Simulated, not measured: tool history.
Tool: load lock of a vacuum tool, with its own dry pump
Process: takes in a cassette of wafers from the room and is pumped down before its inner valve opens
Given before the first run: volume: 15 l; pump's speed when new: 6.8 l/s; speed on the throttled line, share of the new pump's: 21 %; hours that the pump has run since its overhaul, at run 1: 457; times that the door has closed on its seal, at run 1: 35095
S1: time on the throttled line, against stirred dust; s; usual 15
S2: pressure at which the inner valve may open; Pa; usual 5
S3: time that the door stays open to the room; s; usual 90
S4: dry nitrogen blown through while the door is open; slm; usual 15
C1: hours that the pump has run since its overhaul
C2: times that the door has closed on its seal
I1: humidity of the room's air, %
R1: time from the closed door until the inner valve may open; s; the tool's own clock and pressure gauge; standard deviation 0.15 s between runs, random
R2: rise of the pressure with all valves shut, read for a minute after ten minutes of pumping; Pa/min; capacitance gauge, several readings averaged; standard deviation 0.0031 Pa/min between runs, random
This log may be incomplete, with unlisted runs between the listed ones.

run 1 hour=0.0 | S1=15 S2=5 S3=90 S4=15 | C1=457 C2=35095 | I1=44.9 | R1=34.0 R2=0.383
run 2 hour=414.4 | S1=15 S2=5 S3=90 S4=15 | C1=872 C2=37155 | I1=48.7 | R1=33.8 R2=0.410
run 3 hour=691.3 | S1=15 S2=7 S3=90 S4=15 | C1=1148 C2=38532 | I1=43.5 | R1=33.2 R2=0.409
run 4 hour=999.6 | S1=15 S2=7 S3=90 S4=15 | C1=1457 C2=40065 | I1=44.4 | R1=33.3 R2=0.445
-- hour=1467.6 door's seal changed, seat wiped
run 5 hour=1483.2 | S1=15 S2=5 S3=90 S4=15 | C1=1939 C2=78 | I1=44.8 | R1=34.3 R2=0.090
run 6 hour=1875.2 | S1=15 S2=5 S3=90 S4=15 | C1=2331 C2=2027 | I1=46.4 | R1=34.3 R2=0.099
run 7 hour=2405.5 | S1=15 S2=5 S3=90 S4=15 | C1=2861 C2=4664 | I1=45.4 | R1=34.5 R2=0.101
run 8 hour=2780.2 | S1=15 S2=5 S3=90 S4=15 | C1=3236 C2=6527 | I1=43.5 | R1=34.6 R2=0.106
run 9 hour=3340.7 | S1=15 S2=5 S3=90 S4=15 | C1=3796 C2=9314 | I1=42.7 | R1=34.6 R2=0.114
run 10 hour=3639.2 | S1=15 S2=5 S3=90 S4=15 | C1=4095 C2=10799 | I1=45.1 | R1=34.4 R2=0.125
run 11 hour=4091.6 | S1=10 S2=5 S3=90 S4=15 | C1=4547 C2=13048 | I1=48.4 | R1=30.8 R2=0.147
run 12 hour=4657.6 | S1=14 S2=8 S3=38 S4=15 | C1=5113 C2=15863 | I1=45.0 | R1=32.9 R2=0.120
run 13 hour=4962.0 | S1=29 S2=6 S3=224 S4=21 | C1=5418 C2=17376 | I1=45.1 | R1=45.7 R2=0.231
run 14 hour=5500.2 | S1=8 S2=7 S3=90 S4=7 | C1=5956 C2=20052 | I1=43.1 | R1=28.5 R2=0.193
run 15 hour=6074.5 | S1=8 S2=7 S3=90 S4=7 | C1=6530 C2=22908 | I1=46.3 | R1=28.7 R2=0.227
run 16 hour=6384.7 | S1=8 S2=7 S3=90 S4=7 | C1=6840 C2=24451 | I1=42.0 | R1=28.8 R2=0.224
run 17 hour=6949.2 | S1=8 S2=7 S3=90 S4=7 | C1=7405 C2=27258 | I1=45.6 | R1=29.0 R2=0.254
run 18 hour=7217.8 | S1=11 S2=7 S3=45 S4=13 | C1=7673 C2=28593 | I1=47.3 | R1=31.4 R2=0.230
run 19 hour=7532.9 | S1=12 S2=7 S3=45 S4=35 | C1=7989 C2=30160 | I1=44.0 | R1=32.2 R2=0.213
run 20 hour=7807.5 | S1=13 S2=8 S3=90 S4=15 | C1=8263 C2=31526 | I1=45.8 | R1=32.7 R2=0.280

What would each run have given without the hidden state, its run-to-run variation left as it was?
Hidden state at play: pump's speed, % of a new pump's; leak at the door's seal, Pa l/s; drift of the gauge itself on ready_s, %; drift of the gauge itself on rise_pa_min, %.
run=1 R1=34.2 R2=0.086
run=2 R1=33.9 R2=0.091
run=3 R1=33.2 R2=0.079
run=4 R1=33.3 R2=0.092
run=5 R1=34.2 R2=0.088
run=6 R1=34.1 R2=0.092
run=7 R1=34.2 R2=0.086
run=8 R1=34.2 R2=0.083
run=9 R1=34.2 R2=0.080
run=10 R1=33.9 R2=0.084
run=11 R1=30.1 R2=0.093
run=12 R1=32.2 R2=0.048
run=13 R1=45.0 R2=0.152
run=14 R1=27.6 R2=0.096
run=15 R1=27.7 R2=0.107
run=16 R1=27.6 R2=0.095
run=17 R1=27.8 R2=0.100
run=18 R1=30.1 R2=0.061
run=19 R1=31.0 R2=0.036
run=20 R1=31.3 R2=0.089
